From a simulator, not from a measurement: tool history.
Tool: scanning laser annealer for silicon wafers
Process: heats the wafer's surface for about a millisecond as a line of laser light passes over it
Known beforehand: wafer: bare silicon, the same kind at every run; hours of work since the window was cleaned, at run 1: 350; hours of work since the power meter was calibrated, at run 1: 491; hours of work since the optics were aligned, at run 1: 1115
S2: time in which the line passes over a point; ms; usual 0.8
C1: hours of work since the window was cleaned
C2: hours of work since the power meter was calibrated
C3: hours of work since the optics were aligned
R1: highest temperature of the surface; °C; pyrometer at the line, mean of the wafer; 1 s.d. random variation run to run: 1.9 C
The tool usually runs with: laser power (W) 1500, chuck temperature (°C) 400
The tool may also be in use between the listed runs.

Run 1, hour 0: usual settings; C1 350; C2 491; C3 1115. Result: R1 1140 °C.
Run 2, hour 9.4: usual settings; C1 357; C2 498; C3 1122. Result: R1 1141 °C.
Run 3, hour 21.9: usual settings but laser power (W) 1514; C1 367; C2 508; C3 1131. Result: R1 1154 °C.
Run 4, hour 31.9: usual settings but laser power (W) 1514; C1 374; C2 515; C3 1139. Result: R1 1150 °C.
Run 5, hour 47.4: usual settings but chuck temperature (°C) 363; C1 386; C2 527; C3 1151. Result: R1 1106 °C.
Run 6, hour 59.2: usual settings but chuck temperature (°C) 393; C1 395; C2 536; C3 1159. Result: R1 1134 °C.
Run 7, hour 69.7: usual settings but chuck temperature (°C) 393; C1 403; C2 544; C3 1167. Result: R1 1134 °C.
Run 8, hour 79: usual settings but chuck temperature (°C) 393; C1 410; C2 551; C3 1174. Result: R1 1134 °C.
Run 9, hour 92.1: usual settings but chuck temperature (°C) 393; C1 420; C2 561; C3 1184. Result: R1 1134 °C.
Run 10, hour 109.1: usual settings but chuck temperature (°C) 393; C1 432; C2 573; C3 1197. Result: R1 1135 °C.
Run 11, hour 126.9: usual settings but S2 0.564 ms; C1 446; C2 587; C3 1211. Result: R1 1005 °C.
Run 12, hour 141.1: usual settings but S2 0.564 ms; C1 457; C2 597; C3 1221. Result: R1 1006 °C.
Run 13, hour 151: usual settings but S2 0.745 ms; C1 464; C2 605; C3 1229. Result: R1 1109 °C.
At hour 154.4: window over the wafer cleaned.
Run 14, hour 167.2: usual settings but S2 0.745 ms; C1 10; C2 616; C3 1239. Result: R1 1113 °C.
Run 15, hour 176.7: usual settings but S2 0.745 ms; C1 17; C2 623; C3 1247. Result: R1 1111 °C.
Run 16, hour 184.4: usual settings but S2 0.745 ms; C1 23; C2 629; C3 1252. Result: R1 1114 °C.
Run 17, hour 195.5: usual settings but S2 0.745 ms; C1 31; C2 637; C3 1261. Result: R1 1110 °C.
Run 18, hour 203.3: usual settings; C1 37; C2 643; C3 1267. Result: R1 1140 °C.
Run 19, hour 217.6: usual settings; C1 48; C2 654; C3 1277. Result: R1 1140 °C.
Run 20, hour 230.3: usual settings; C1 57; C2 663; C3 1287. Result: R1 1143 °C.
Run 21, hour 247.5: usual settings; C1 70; C2 676; C3 1300. Result: R1 1141 °C.
Run 22, hour 262: usual settings but laser power (W) 1530, S2 0.731 ms, chuck temperature (°C) 418; C1 81; C2 687; C3 1311. Result: R1 1139 °C.
Run 23, hour 278.5: usual settings but laser power (W) 1530, S2 0.731 ms, chuck temperature (°C) 418; C1 94; C2 700; C3 1323. Result: R1 1140 °C.
Run 24, hour 290: usual settings but laser power (W) 1474, S2 0.731 ms, chuck temperature (°C) 418; C1 102; C2 708; C3 1332. Result: R1 1110 °C.
Run 25, hour 307.8: usual settings but S2 0.73 ms; C1 116; C2 722; C3 1346. Result: R1 1101 °C.
Run 26, hour 317.5: usual settings but laser power (W) 1477, S2 0.718 ms, chuck temperature (°C) 437; C1 123; C2 729; C3 1353. Result: R1 1117 °C.
Run 27, hour 326.5: usual settings but laser power (W) 1361, S2 0.72 ms, chuck temperature (°C) 437; C1 130; C2 736; C3 1360. Result: R1 1053 °C.
Run 28, hour 339.1: usual settings but laser power (W) 1366, chuck temperature (°C) 436; C1 139; C2 745; C3 1369. Result: R1 1096 °C.
Run 29, hour 356: usual settings but chuck temperature (°C) 426; C1 152; C2 758; C3 1382. Result: R1 1171 °C.
Run 30, hour 366.9: usual settings but laser power (W) 1507, S2 0.93 ms; C1 160; C2 766; C3 1390. Result: R1 1218 °C.
Run 31, hour 378.1: usual settings but S2 0.703 ms, chuck temperature (°C) 371; C1 169; C2 775; C3 1399. Result: R1 1062 °C.
Run 32, hour 387: usual settings but laser power (W) 1340, S2 0.753 ms, chuck temperature (°C) 378; C1 175; C2 781; C3 1405. Result: R1 998 °C.
Run 33, hour 396.9: usual settings but laser power (W) 1643, S2 0.566 ms, chuck temperature (°C) 373; C1 183; C2 789; C3 1413. Result: R1 1054 °C.
Run 34, hour 410.5: usual settings but laser power (W) 1643, S2 0.566 ms, chuck temperature (°C) 373; C1 193; C2 799; C3 1423. Result: R1 1051 °C.
At hour 419.6: optics aligned, line set to its width.
Run 35, hour 432.7: usual settings but laser power (W) 1624, S2 0.85 ms; C1 206; C2 812; C3 10. Result: R1 1249 °C.
Run 36, hour 446.7: usual settings but laser power (W) 1331, S2 0.684 ms, chuck temperature (°C) 382; C1 217; C2 823; C3 20. Result: R1 961 °C.
Run 37, hour 456.8: usual settings but laser power (W) 1331, S2 0.684 ms, chuck temperature (°C) 373; C1 224; C2 830; C3 28. Result: R1 959 °C.
Run 38, hour 469.4: usual settings but laser power (W) 1331, S2 0.684 ms, chuck temperature (°C) 373; C1 234; C2 840; C3 38. Result: R1 953 °C.
Run 39, hour 479.6: usual settings but S2 0.794 ms, chuck temperature (°C) 428; C1 242; C2 848; C3 45. Result: R1 1168 °C.
Run 40, hour 493.8: usual settings but laser power (W) 1282, S2 0.787 ms, chuck temperature (°C) 426; C1 252; C2 858; C3 56. Result: R1 1029 °C.
Run 41, hour 506: usual settings but laser power (W) 1532, S2 0.862 ms, chuck temperature (°C) 367; C1 261; C2 867; C3 65. Result: R1 1164 °C.

3 ways to go on from here, each from the tool as it stands after run 41. What would each give?
Run A, hour 515.7: usual settings but laser power (W) 1565, S2 0.694 ms, chuck temperature (°C) 415; C1 269; C2 875; C3 72. Result: R1 ?.
Run B, hour 515.7: usual settings but laser power (W) 1608, S2 0.598 ms, chuck temperature (°C) 375; C1 269; C2 875; C3 72. Result: R1 ?.
Run C, hour 515.7: usual settings but laser power (W) 1302; C1 269; C2 875; C3 72. Result: R1 ?.

run    R1
  A  1134
  B  1058
  C  1019
What these runs would have given with no unlogged condition in the tool:
run    R1
  A  1135
  B  1059
  C  1020

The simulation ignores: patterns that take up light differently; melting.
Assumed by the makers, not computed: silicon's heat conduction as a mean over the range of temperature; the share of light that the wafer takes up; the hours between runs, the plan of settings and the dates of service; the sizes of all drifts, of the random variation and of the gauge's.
